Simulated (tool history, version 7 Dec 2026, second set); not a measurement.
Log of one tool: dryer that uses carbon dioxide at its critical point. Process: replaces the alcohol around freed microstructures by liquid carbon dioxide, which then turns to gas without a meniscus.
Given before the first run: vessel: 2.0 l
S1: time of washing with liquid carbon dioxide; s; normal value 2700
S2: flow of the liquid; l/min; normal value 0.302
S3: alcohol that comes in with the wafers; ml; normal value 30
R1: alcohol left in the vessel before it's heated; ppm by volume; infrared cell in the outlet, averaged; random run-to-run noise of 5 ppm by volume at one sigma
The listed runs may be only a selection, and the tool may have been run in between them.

run	day	S1	S2	S3	R1
1	0	2700	0.302	30	117
2	0.912	2700	0.319	30	99
3	2.025	2700	0.413	30	85
4	2.675	2700	0.302	30	119
5	3.75	3840	0.302	30	91
6	4.5	1920	0.255	35	624
7	5.996	2340	0.481	26	85
8	7.512	2340	0.481	26	87
9	8.471	3540	0.337	87	107
10	9.721	3540	0.337	87	102

How would selected steps in R1 from run to run divide? Give the signed amount a tool lacking its hidden state would still show from settings, what came in and random variation, and the signed amount left for the hidden state, including any gauge scatter that is not in both of the compared results.
What the log doesn't record here: flow that reaches the vessel past the clogged filter, %; alcohol in the recycled carbon dioxide, ppm; drift of the gauge itself on alcohol_ppm, %.
Run 5 -> 6: S1 3840 -> 1920, S2 0.302 -> 0.255, S3 30 -> 35. R1 +533 ppm by volume: hidden state +121, all else +412.
Run 6 -> 7: S1 1920 -> 2340, S2 0.255 -> 0.481, S3 35 -> 26. R1 -539 ppm by volume: hidden state -116, all else -423.
